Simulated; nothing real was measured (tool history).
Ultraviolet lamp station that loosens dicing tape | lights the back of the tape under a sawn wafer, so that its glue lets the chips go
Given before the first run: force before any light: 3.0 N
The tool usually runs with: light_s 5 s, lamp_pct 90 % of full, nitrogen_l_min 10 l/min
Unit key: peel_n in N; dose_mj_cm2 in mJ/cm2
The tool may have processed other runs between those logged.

run 1 day=0.000 | light_s=5 lamp_pct=90 nitrogen_l_min=10 | peel_n=0.233 dose_mj_cm2=356
run 2 day=0.950 | light_s=5 lamp_pct=90 nitrogen_l_min=10 | peel_n=0.230 dose_mj_cm2=358
run 3 day=1.692 | light_s=5 lamp_pct=83 nitrogen_l_min=10 | peel_n=0.229 dose_mj_cm2=332
run 4 day=2.608 | light_s=5 lamp_pct=90 nitrogen_l_min=10 | peel_n=0.227 dose_mj_cm2=359
run 5 day=3.329 | light_s=5 lamp_pct=90 nitrogen_l_min=10 | peel_n=0.220 dose_mj_cm2=354
run 6 day=4.054 | light_s=5 lamp_pct=76 nitrogen_l_min=10 | peel_n=0.252 dose_mj_cm2=302
run 7 day=5.046 | light_s=4 lamp_pct=76 nitrogen_l_min=10 | peel_n=0.323 dose_mj_cm2=242
run 8 day=5.729 | light_s=4 lamp_pct=76 nitrogen_l_min=10 | peel_n=0.329 dose_mj_cm2=242
run 9 day=6.333 | light_s=4 lamp_pct=76 nitrogen_l_min=10 | peel_n=0.326 dose_mj_cm2=241
-- day=7.138 window cleaned of glue's vapour
run 10 day=7.167 | light_s=4 lamp_pct=76 nitrogen_l_min=10 | peel_n=0.329 dose_mj_cm2=241
run 11 day=7.900 | light_s=5 lamp_pct=90 nitrogen_l_min=10 | peel_n=0.237 dose_mj_cm2=364
run 12 day=8.867 | light_s=5 lamp_pct=79 nitrogen_l_min=10 | peel_n=0.253 dose_mj_cm2=322
run 13 day=10.079 | light_s=5 lamp_pct=90 nitrogen_l_min=10 | peel_n=0.229 dose_mj_cm2=358
run 14 day=10.850 | light_s=5 lamp_pct=90 nitrogen_l_min=10 | peel_n=0.236 dose_mj_cm2=359
run 15 day=11.479 | light_s=5 lamp_pct=90 nitrogen_l_min=9 | peel_n=0.225 dose_mj_cm2=365
run 16 day=12.471 | light_s=5 lamp_pct=90 nitrogen_l_min=9 | peel_n=0.236 dose_mj_cm2=361
run 17 day=13.308 | light_s=5 lamp_pct=90 nitrogen_l_min=9 | peel_n=0.251 dose_mj_cm2=357
run 18 day=14.517 | light_s=5 lamp_pct=90 nitrogen_l_min=4 | peel_n=0.326 dose_mj_cm2=360
run 19 day=15.058 | light_s=5 lamp_pct=90 nitrogen_l_min=6 | peel_n=0.272 dose_mj_cm2=361
run 20 day=16.204 | light_s=5 lamp_pct=90 nitrogen_l_min=6 | peel_n=0.281 dose_mj_cm2=360
run 21 day=16.938 | light_s=5 lamp_pct=90 nitrogen_l_min=10 | peel_n=0.238 dose_mj_cm2=365
run 22 day=17.988 | light_s=5 lamp_pct=90 nitrogen_l_min=10 | peel_n=0.236 dose_mj_cm2=365
run 23 day=19.146 | light_s=4 lamp_pct=91 nitrogen_l_min=10 | peel_n=0.263 dose_mj_cm2=290
run 24 day=19.996 | light_s=10 lamp_pct=77 nitrogen_l_min=9 | peel_n=0.197 dose_mj_cm2=610
run 25 day=20.704 | light_s=4 lamp_pct=70 nitrogen_l_min=7 | peel_n=0.417 dose_mj_cm2=225
run 26 day=21.925 | light_s=3 lamp_pct=90 nitrogen_l_min=12 | peel_n=0.324 dose_mj_cm2=217
run 27 day=22.879 | light_s=7 lamp_pct=71 nitrogen_l_min=10 | peel_n=0.238 dose_mj_cm2=394
run 28 day=23.850 | light_s=2 lamp_pct=63 nitrogen_l_min=20 | peel_n=0.725 dose_mj_cm2=101
run 29 day=24.892 | light_s=5 lamp_pct=83 nitrogen_l_min=16 | peel_n=0.238 dose_mj_cm2=331
run 30 day=26.083 | light_s=5 lamp_pct=93 nitrogen_l_min=6 | peel_n=0.255 dose_mj_cm2=368
run 31 day=27.154 | light_s=2 lamp_pct=69 nitrogen_l_min=10 | peel_n=0.868 dose_mj_cm2=113
run 32 day=28.133 | light_s=2 lamp_pct=83 nitrogen_l_min=17 | peel_n=0.537 dose_mj_cm2=132
run 33 day=28.850 | light_s=3 lamp_pct=94 nitrogen_l_min=9 | peel_n=0.370 dose_mj_cm2=227
run 34 day=29.708 | light_s=3 lamp_pct=94 nitrogen_l_min=9 | peel_n=0.367 dose_mj_cm2=227
run 35 day=30.875 | light_s=6 lamp_pct=96 nitrogen_l_min=12 | peel_n=0.216 dose_mj_cm2=457
run 36 day=31.929 | light_s=5 lamp_pct=90 nitrogen_l_min=6 | peel_n=0.260 dose_mj_cm2=357
run 37 day=32.738 | light_s=5 lamp_pct=90 nitrogen_l_min=6 | peel_n=0.254 dose_mj_cm2=358
run 38 day=33.779 | light_s=5 lamp_pct=90 nitrogen_l_min=9 | peel_n=0.238 dose_mj_cm2=359
run 39 day=34.862 | light_s=6 lamp_pct=67 nitrogen_l_min=7 | peel_n=0.287 dose_mj_cm2=324
run 40 day=35.475 | light_s=6 lamp_pct=67 nitrogen_l_min=7 | peel_n=0.277 dose_mj_cm2=316
run 41 day=36.071 | light_s=7 lamp_pct=74 nitrogen_l_min=10 | peel_n=0.211 dose_mj_cm2=412
run 42 day=36.850 | light_s=3 lamp_pct=99 nitrogen_l_min=10 | peel_n=0.325 dose_mj_cm2=236
run 43 day=37.512 | light_s=7 lamp_pct=99 nitrogen_l_min=20 | peel_n=0.210 dose_mj_cm2=556

4 options for the next run, each taken on its own from the tool as it stands now. Forecast them:
run A day=38.138 | light_s=7 lamp_pct=74 nitrogen_l_min=20 | peel_n=? dose_mj_cm2=?
run B day=38.138 | light_s=2 lamp_pct=85 nitrogen_l_min=14 | peel_n=? dose_mj_cm2=?
run C day=38.138 | light_s=5 lamp_pct=81 nitrogen_l_min=4 | peel_n=? dose_mj_cm2=?
run D day=38.138 | light_s=2 lamp_pct=79 nitrogen_l_min=11 | peel_n=? dose_mj_cm2=?

run=A peel_n=0.206 dose_mj_cm2=417
run=B peel_n=0.584 dose_mj_cm2=134
run=C peel_n=0.368 dose_mj_cm2=324
run=D peel_n=0.714 dose_mj_cm2=124
Without the tool's hidden state the same runs would have given:
run=A peel_n=0.206 dose_mj_cm2=419
run=B peel_n=0.582 dose_mj_cm2=135
run=C peel_n=0.366 dose_mj_cm2=325
run=D peel_n=0.711 dose_mj_cm2=124

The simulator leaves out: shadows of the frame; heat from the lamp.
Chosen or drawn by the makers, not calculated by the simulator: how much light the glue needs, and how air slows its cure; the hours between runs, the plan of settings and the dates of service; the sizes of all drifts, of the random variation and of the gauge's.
